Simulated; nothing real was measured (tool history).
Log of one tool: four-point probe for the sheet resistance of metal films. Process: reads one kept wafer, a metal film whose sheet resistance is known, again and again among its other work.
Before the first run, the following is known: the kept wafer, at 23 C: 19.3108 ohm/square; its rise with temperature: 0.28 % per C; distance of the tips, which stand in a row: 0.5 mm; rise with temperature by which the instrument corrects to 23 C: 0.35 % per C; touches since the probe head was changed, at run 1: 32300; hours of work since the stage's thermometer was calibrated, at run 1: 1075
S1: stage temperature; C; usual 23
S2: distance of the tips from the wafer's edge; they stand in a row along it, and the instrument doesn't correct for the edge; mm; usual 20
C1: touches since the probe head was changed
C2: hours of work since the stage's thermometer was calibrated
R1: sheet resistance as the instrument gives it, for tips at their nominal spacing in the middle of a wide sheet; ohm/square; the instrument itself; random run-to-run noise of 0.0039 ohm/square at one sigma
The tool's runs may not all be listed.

run    hour  S1  S2      C1    C2         R1
  1       0  23  20   32300  1075  19.316258
  2    43.6  23  20   34053  1106  19.320289
  3   116.8  28  20   36997  1159  19.252056
  4   206.4  23   6   40602  1223  19.383626
  5   302.8  23  14   44481  1292  19.329701
  6     366  23  14   47024  1337  19.325261
  7   451.2  23  14   50450  1398  19.322911
  8   505.5  23  20   52637  1436  19.325333
  9     600  23  20   56437  1504  19.323348
 10   650.4  31  20   58467  1540  19.212173
 11   707.7  31  20   60770  1581  19.209596
 12   781.9  31  20   63757  1634  19.204695
 13   878.2  31  20   67628  1703  19.210096
 14   947.8  31  20   70428  1753  19.202176
 15  1009.5  23  20   72913  1797  19.316271
 16  1112.8  23  20   77067  1871  19.319409
 17  1203.2  23  20   80705  1935   19.31548
 18  1258.6  25  20   82933  1975  19.293361
 19  1343.9  33  12   86364  2036  19.195213
 20  1440.9  21  68   90269  2105  19.348715
 21  1526.4  21  68   93706  2166  19.343922
 22  1598.4  31   7   96603  2218   19.25534
 23  1681.7  20  63   99955  2277   19.35831
 24  1780.9  25   5  103944  2348  19.381672
 25  1856.1  25   5  106972  2402   19.38291
 26  1898.3  34  23  108670  2432  19.163599
 27  1944.6  34  23  110532  2465  19.159213
 28  2039.5  18  15  114347  2533   19.39716
 29  2128.9  18   9  117946  2597  19.417737
 30  2188.1  30  39  120328  2639   19.21482
 31  2233.5  30  10  122152  2672   19.23637
     2255.2  -- stage's thermometer calibrated
 32  2290.5  30  10  124426    25  19.238847
 33  2374.1  32  30  127790    85  19.184641
 34    2433  32  62  130158   127  19.187089
 35  2516.2  32  62  133507   187  19.188025

Entry by entry between the runs, the difference in hidden state between the last listed run before and the first listed run after:
Runs 31 to 32: stage's thermometer calibrated (hour 2255.2)
  wafer's true temperature over the reading, C: -0.01 -> 0
